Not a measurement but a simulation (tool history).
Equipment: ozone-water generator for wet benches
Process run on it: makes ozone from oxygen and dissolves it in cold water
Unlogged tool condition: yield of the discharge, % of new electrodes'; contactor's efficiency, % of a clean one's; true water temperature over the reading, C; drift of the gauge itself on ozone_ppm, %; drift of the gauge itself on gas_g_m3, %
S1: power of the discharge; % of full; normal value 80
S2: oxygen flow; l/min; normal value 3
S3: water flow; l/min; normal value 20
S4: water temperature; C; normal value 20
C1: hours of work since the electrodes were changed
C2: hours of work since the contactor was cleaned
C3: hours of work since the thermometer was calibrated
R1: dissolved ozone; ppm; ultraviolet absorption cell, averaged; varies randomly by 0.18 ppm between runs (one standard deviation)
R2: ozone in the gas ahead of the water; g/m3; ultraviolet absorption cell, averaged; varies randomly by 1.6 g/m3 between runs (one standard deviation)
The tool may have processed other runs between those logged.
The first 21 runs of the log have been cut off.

run,day,S1,S2,S3,S4,C1,C2,C3,R1,R2
22,27.642,92,4.26,20,20,621,3019,2627,28.7,282.5
23,29.104,92,4.26,20,20,652,3050,2658,28.8,281.9
24,30.279,80,4.99,13,20,678,3075,2684,36.8,249.1
25,31.808,80,4.99,13,20,710,3108,2716,37.3,246.6
26,32.504,80,4.99,13,20,725,3122,2731,36.8,250.4
27,33.917,79,4.99,12,20,755,3153,2761,38.7,246.2
28,34.917,49,4.99,12,28,777,3174,2783,24.9,188.3
# day 35.408: contactor cleaned
29,36.6,49,5.28,28,28,809,25,2815,15,183.9
30,38.229,45,3.1,12,20,844,60,2850,26.4,208.5
31,39.2,45,3.1,21,20,865,81,2871,17.4,205.1
32,39.9,45,3.5,21,20,880,96,2886,17.9,197.1

Forecast each of these 4 alternatives for the next run:
A,41.212,51,1.74,20,20,908,124,2914,?,?
B,41.212,83,2.8,21,13,908,124,2914,?,?
C,41.212,91,3.58,21,20,908,124,2914,?,?
D,41.212,80,3,24,20,908,124,2914,?,?

run,R1,R2
A,15.2,264.5
B,25,303.5
C,27.2,294.1
D,21,289.2
Had the tool no hidden state, the same runs would have come out as:
run,R1,R2
A,15.7,270.8
B,26,313.2
C,28.4,304
D,21.8,298.2
